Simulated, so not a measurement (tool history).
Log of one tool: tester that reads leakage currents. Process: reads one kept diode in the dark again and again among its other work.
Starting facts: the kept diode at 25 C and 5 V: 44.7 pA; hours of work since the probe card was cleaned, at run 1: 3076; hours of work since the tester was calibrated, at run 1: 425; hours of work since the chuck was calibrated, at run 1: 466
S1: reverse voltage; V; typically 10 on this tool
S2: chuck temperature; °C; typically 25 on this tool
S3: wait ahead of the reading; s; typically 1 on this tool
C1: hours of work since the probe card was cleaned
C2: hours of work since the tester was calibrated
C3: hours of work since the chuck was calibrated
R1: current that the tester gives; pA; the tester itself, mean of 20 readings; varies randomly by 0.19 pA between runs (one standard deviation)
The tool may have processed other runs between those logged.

run	day	S1	S2	S3	C1	C2	C3	R1
1	0	10	25	1	3076	425	466	76.18
2	2.204	10	25	1	3097	447	487	76.21
3	3.771	10	25	1	3112	462	502	76.17
4	5.579	10	25	1	3130	479	519	75.77
5	8.267	10	25	1	3156	505	545	76.59
6	11.5	10	25	1	3187	536	576	76.38
# day 14.267: probe card cleaned and baked
7	14.854	10	25	1	6	567	607	60.34
8	18.262	10	25	1	38	600	640	60.88
9	20.046	10	25	1	56	617	657	60.28
10	22.546	10	25	1	80	641	681	61.06
11	24.412	10	25	1	98	659	699	60.86
12	26.533	1.9	25	1	118	679	720	29.42
13	29.2	10	25	1.9	144	705	745	59.48
14	31.867	10	25	1.9	169	731	771	59.97
15	35.196	10	25	9.61	201	763	803	58.65
16	37.554	10	25	9.61	224	785	826	58.39
17	40.604	10	25	0.41	253	815	855	64.68
18	43.446	10	25	1	281	842	882	61.27
19	45.354	10	25	1	299	860	901	61.24
20	47.083	10	25	1	316	877	917	61.05
21	48.754	4.2	27	0.33	332	893	933	50.4
22	51.458	2.5	35	0.82	358	919	959	68.71
23	54.521	2.5	35	0.82	387	949	989	68.71
24	56.812	12.8	22	1	409	971	1011	55.98
25	58.475	12.8	22	1	425	987	1027	55.96
26	61.929	12.8	22	1	458	1020	1060	56.35
27	65.067	16.4	23	2.58	489	1050	1090	65.21
28	68.288	2.3	24	6.54	520	1081	1121	29.22
29	69.796	9	46	4.64	534	1095	1136	243.9
# day 72.267: chuck's temperature calibrated
30	72.812	2.5	46	5.3	562	1124	5	152.18
31	75.767	5.4	25	1	591	1152	34	49.81
32	78.429	4.3	24	0.91	616	1178	59	42.11
33	80.367	3	29	0.48	635	1196	78	52.14
34	83.871	3.1	28	1	669	1230	112	48.16
35	86.408	3.1	32	1	693	1254	136	63.83
36	87.833	2.7	24	1	707	1268	150	34.1
37	91.321	5.2	55	0.5	740	1302	183	369.36
38	92.925	6.9	25	0.68	756	1317	199	56.61
39	96.108	6.9	25	0.68	786	1348	229	56.82

Below, some changes in R1 between adjacent runs. For each, the amount present without the hidden state too (settings, incoming material, random variation) and the amount remaining for the hidden state with gauge scatter not shared by both compared results:
Unlogged tool condition in this case: stray current of the dirty probe card, pA a volt; current scale over the true one, %; true chuck temperature over the reading, C; drift of the gauge itself on leakage_pa, %.
Run 6 -> 7: probe card cleaned and baked. R1 -16.04 pA: hidden state -15.86, all else -0.18.
Run 28 -> 29: S1 2.3 -> 9, S2 24 -> 46, S3 6.54 -> 4.64. R1 +214.68 pA: hidden state -8.4, all else +223.08.
Run 29 -> 30: S1 9 -> 2.5, S3 4.64 -> 5.3, chuck's temperature calibrated. R1 -91.72 pA: hidden state +11.86, all else -103.58.
Run 36 -> 37: S1 2.7 -> 5.2, S2 24 -> 55, S3 1 -> 0.5. R1 +335.26 pA: hidden state +2.3, all else +332.96.
Run 37 -> 38: S1 5.2 -> 6.9, S2 55 -> 25, S3 0.5 -> 0.68. R1 -312.75 pA: hidden state -0.64, all else -312.11.
